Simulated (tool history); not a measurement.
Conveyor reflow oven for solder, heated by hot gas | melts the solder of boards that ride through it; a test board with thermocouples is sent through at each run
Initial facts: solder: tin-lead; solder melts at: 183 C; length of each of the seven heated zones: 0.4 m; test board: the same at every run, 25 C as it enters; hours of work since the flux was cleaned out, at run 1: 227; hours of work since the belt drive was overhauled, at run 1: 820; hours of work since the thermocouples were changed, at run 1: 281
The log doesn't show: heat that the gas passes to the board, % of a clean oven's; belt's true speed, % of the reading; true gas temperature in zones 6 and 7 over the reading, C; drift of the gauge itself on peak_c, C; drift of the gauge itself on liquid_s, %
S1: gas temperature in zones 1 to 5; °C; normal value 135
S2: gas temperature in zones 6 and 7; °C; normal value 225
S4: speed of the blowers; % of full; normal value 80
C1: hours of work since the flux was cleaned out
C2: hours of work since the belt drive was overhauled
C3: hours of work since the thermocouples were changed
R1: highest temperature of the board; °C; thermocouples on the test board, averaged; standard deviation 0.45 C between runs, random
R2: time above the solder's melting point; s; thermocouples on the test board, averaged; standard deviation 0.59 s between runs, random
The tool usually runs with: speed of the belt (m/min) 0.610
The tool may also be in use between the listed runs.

Run 1, hour 0.0: usual settings; C1 227; C2 820; C3 281. Result: R1 209.4 °C, R2 52.2 s.
Run 2, hour 59.2: usual settings; C1 260; C2 852; C3 313. Result: R1 209.6 °C, R2 52.6 s.
Run 3, hour 106.7: usual settings; C1 285; C2 878; C3 339. Result: R1 209.9 °C, R2 52.0 s.
Run 4, hour 145.1: usual settings; C1 306; C2 899; C3 360. Result: R1 209.9 °C, R2 51.4 s.
Run 5, hour 184.6: usual settings; C1 327; C2 920; C3 381. Result: R1 209.4 °C, R2 51.8 s.
Run 6, hour 212.8: usual settings; C1 343; C2 935; C3 396. Result: R1 209.5 °C, R2 52.2 s.
Run 7, hour 272.6: usual settings; C1 375; C2 968; C3 429. Result: R1 209.2 °C, R2 51.5 s.
Run 8, hour 297.2: usual settings; C1 389; C2 981; C3 442. Result: R1 209.6 °C, R2 51.9 s.
Run 9, hour 328.4: usual settings; C1 405; C2 998; C3 459. Result: R1 209.0 °C, R2 52.3 s.
Run 10, hour 359.4: usual settings; C1 422; C2 1015; C3 476. Result: R1 208.9 °C, R2 51.8 s.
At hour 366.8: belt drive overhauled, speed set with a stopwatch.
At hour 404.5: flux residue cleaned out of gas plates and filters.
Run 11, hour 406.8: usual settings; C1 1; C2 19; C3 497. Result: R1 212.1 °C, R2 56.0 s.
Run 12, hour 467.9: usual settings; C1 34; C2 52; C3 530. Result: R1 212.3 °C, R2 56.4 s.
Run 13, hour 521.1: usual settings but S1 134 °C, S2 220 °C, speed of the belt (m/min) 0.563, S4 61 % of full; C1 63; C2 81; C3 559. Result: R1 205.7 °C, R2 51.7 s.
Run 14, hour 548.1: usual settings but S2 224 °C, speed of the belt (m/min) 0.558; C1 78; C2 96; C3 573. Result: R1 213.0 °C, R2 63.8 s.
Run 15, hour 592.7: usual settings but S2 224 °C, speed of the belt (m/min) 0.558; C1 102; C2 120; C3 597. Result: R1 213.9 °C, R2 62.6 s.
Run 16, hour 639.2: usual settings but S2 224 °C, speed of the belt (m/min) 0.513, S4 83 % of full; C1 127; C2 145; C3 623. Result: R1 215.7 °C, R2 73.7 s.
Run 17, hour 669.8: usual settings but S1 126 °C, S2 234 °C, speed of the belt (m/min) 0.567, S4 54 % of full; C1 144; C2 162; C3 639. Result: R1 212.8 °C, R2 55.8 s.
At hour 677.8: belt drive overhauled, speed set with a stopwatch, once more.
Run 18, hour 734.5: usual settings but S1 128 °C, S2 216 °C, speed of the belt (m/min) 0.686, S4 70 % of full; C1 177; C2 31; C3 672. Result: R1 194.7 °C, R2 24.8 s.
Run 19, hour 778.1: usual settings but S4 66 % of full; C1 200; C2 54; C3 696. Result: R1 206.6 °C, R2 47.7 s.
Run 20, hour 816.8: usual settings but S1 129 °C, S2 214 °C, speed of the belt (m/min) 0.589; C1 221; C2 75; C3 717. Result: R1 200.7 °C, R2 41.4 s.
Run 21, hour 865.9: usual settings but S1 129 °C, S2 216 °C, speed of the belt (m/min) 0.648; C1 248; C2 102; C3 743. Result: R1 200.6 °C, R2 34.1 s.
Run 22, hour 923.2: usual settings but S1 129 °C, S2 216 °C, speed of the belt (m/min) 0.648; C1 279; C2 133; C3 774. Result: R1 199.4 °C, R2 34.8 s.
Run 23, hour 970.1: usual settings but S1 141 °C, speed of the belt (m/min) 0.497, S4 63 % of full; C1 304; C2 158; C3 800. Result: R1 213.6 °C, R2 72.5 s.

What differs in the tool's unlogged condition from the final listed run ahead of each entry between runs to the first listed run following it?
In the gap between runs 10 and 11: belt drive overhauled, speed set with a stopwatch (hour 366.8); flux residue cleaned out of gas plates and filters (hour 404.5)
  heat that the gas passes to the board, % of a clean oven's: 91.8 -> 99.9; belt's true speed, % of the reading: 97.06 -> 95.84; true gas temperature in zones 6 and 7 over the reading, C: 1.47 -> 1.56
  what was measured, less what the result would be without the hidden state, R1: -0.2 -> +2.5 °C; R2: +0.8 -> +5.0 s
In the gap between runs 17 and 18: belt drive overhauled, speed set with a stopwatch, once more (hour 677.8)
  heat that the gas passes to the board, % of a clean oven's: 97.2 -> 96.6; belt's true speed, % of the reading: 95.41 -> 99.7; true gas temperature in zones 6 and 7 over the reading, C: 2.09 -> 2.22
  what was measured, less what the result would be without the hidden state, R1: +2.9 -> +0.9 °C; R2: +5.8 -> +1.1 s

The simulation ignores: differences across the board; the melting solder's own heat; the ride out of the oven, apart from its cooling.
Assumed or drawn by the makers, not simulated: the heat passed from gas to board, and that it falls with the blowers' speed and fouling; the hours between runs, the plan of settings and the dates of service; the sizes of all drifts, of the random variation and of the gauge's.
